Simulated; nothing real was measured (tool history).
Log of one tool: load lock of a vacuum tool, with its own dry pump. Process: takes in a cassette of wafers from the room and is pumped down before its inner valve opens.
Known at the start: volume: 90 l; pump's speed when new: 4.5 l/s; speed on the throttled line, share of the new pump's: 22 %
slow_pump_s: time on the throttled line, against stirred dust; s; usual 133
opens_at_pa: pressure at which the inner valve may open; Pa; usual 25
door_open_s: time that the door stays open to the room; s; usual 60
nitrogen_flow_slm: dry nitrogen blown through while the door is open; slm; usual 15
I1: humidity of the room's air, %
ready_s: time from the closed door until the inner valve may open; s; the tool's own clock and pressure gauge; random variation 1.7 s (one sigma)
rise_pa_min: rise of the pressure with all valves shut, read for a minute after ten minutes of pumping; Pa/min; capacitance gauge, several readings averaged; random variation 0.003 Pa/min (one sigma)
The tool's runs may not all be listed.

run 1 hour=0.0 | slow_pump_s=133 opens_at_pa=25 door_open_s=60 nitrogen_flow_slm=15 | I1=47.4 | ready_s=269.4 rise_pa_min=0.030
run 2 hour=73.4 | slow_pump_s=133 opens_at_pa=25 door_open_s=60 nitrogen_flow_slm=15 | I1=45.6 | ready_s=270.6 rise_pa_min=0.023
run 3 hour=160.5 | slow_pump_s=133 opens_at_pa=25 door_open_s=60 nitrogen_flow_slm=15 | I1=47.9 | ready_s=268.9 rise_pa_min=0.026
run 4 hour=248.7 | slow_pump_s=133 opens_at_pa=25 door_open_s=60 nitrogen_flow_slm=15 | I1=46.9 | ready_s=269.4 rise_pa_min=0.027
run 5 hour=396.4 | slow_pump_s=133 opens_at_pa=25 door_open_s=60 nitrogen_flow_slm=15 | I1=42.4 | ready_s=271.0 rise_pa_min=0.019
run 6 hour=480.5 | slow_pump_s=133 opens_at_pa=25 door_open_s=60 nitrogen_flow_slm=6 | I1=42.4 | ready_s=269.3 rise_pa_min=0.035
run 7 hour=567.8 | slow_pump_s=133 opens_at_pa=25 door_open_s=60 nitrogen_flow_slm=8 | I1=44.8 | ready_s=272.3 rise_pa_min=0.033
run 8 hour=706.5 | slow_pump_s=133 opens_at_pa=25 door_open_s=60 nitrogen_flow_slm=8 | I1=42.2 | ready_s=269.5 rise_pa_min=0.033
run 9 hour=860.1 | slow_pump_s=133 opens_at_pa=25 door_open_s=60 nitrogen_flow_slm=8 | I1=44.2 | ready_s=269.8 rise_pa_min=0.031
run 10 hour=1038.4 | slow_pump_s=156 opens_at_pa=25 door_open_s=65 nitrogen_flow_slm=15 | I1=49.0 | ready_s=289.8 rise_pa_min=0.031
run 11 hour=1172.3 | slow_pump_s=192 opens_at_pa=25 door_open_s=104 nitrogen_flow_slm=5 | I1=44.8 | ready_s=315.5 rise_pa_min=0.052
run 12 hour=1259.0 | slow_pump_s=68 opens_at_pa=25 door_open_s=60 nitrogen_flow_slm=7 | I1=39.7 | ready_s=220.3 rise_pa_min=0.031
run 13 hour=1349.2 | slow_pump_s=83 opens_at_pa=25 door_open_s=60 nitrogen_flow_slm=12 | I1=46.6 | ready_s=231.2 rise_pa_min=0.026
run 14 hour=1461.2 | slow_pump_s=83 opens_at_pa=25 door_open_s=60 nitrogen_flow_slm=12 | I1=44.7 | ready_s=229.4 rise_pa_min=0.028
run 15 hour=1546.8 | slow_pump_s=133 opens_at_pa=18 door_open_s=224 nitrogen_flow_slm=15 | I1=39.0 | ready_s=277.7 rise_pa_min=0.057
run 16 hour=1664.4 | slow_pump_s=122 opens_at_pa=28 door_open_s=60 nitrogen_flow_slm=15 | I1=41.1 | ready_s=259.0 rise_pa_min=0.026
run 17 hour=1836.3 | slow_pump_s=122 opens_at_pa=28 door_open_s=60 nitrogen_flow_slm=15 | I1=48.5 | ready_s=257.9 rise_pa_min=0.023
run 18 hour=1977.2 | slow_pump_s=122 opens_at_pa=28 door_open_s=60 nitrogen_flow_slm=15 | I1=42.0 | ready_s=260.3 rise_pa_min=0.022

4 ways to go on from here, each from the tool as it stands after run 18. What would each give?
run A hour=2068.1 | slow_pump_s=122 opens_at_pa=34 door_open_s=84 nitrogen_flow_slm=15 | I1=44.9 | ready_s=? rise_pa_min=?
run B hour=2068.1 | slow_pump_s=186 opens_at_pa=25 door_open_s=60 nitrogen_flow_slm=15 | I1=44.6 | ready_s=? rise_pa_min=?
run C hour=2068.1 | slow_pump_s=133 opens_at_pa=25 door_open_s=50 nitrogen_flow_slm=19 | I1=44.3 | ready_s=? rise_pa_min=?
run D hour=2068.1 | slow_pump_s=122 opens_at_pa=21 door_open_s=60 nitrogen_flow_slm=15 | I1=46.4 | ready_s=? rise_pa_min=?

run=A ready_s=254.9 rise_pa_min=0.034
run=B ready_s=310.3 rise_pa_min=0.022
run=C ready_s=271.8 rise_pa_min=0.022
run=D ready_s=268.5 rise_pa_min=0.030
Without the tool's hidden state the same runs would have given:
run=A ready_s=254.9 rise_pa_min=0.033
run=B ready_s=310.3 rise_pa_min=0.022
run=C ready_s=271.8 rise_pa_min=0.021
run=D ready_s=268.5 rise_pa_min=0.029
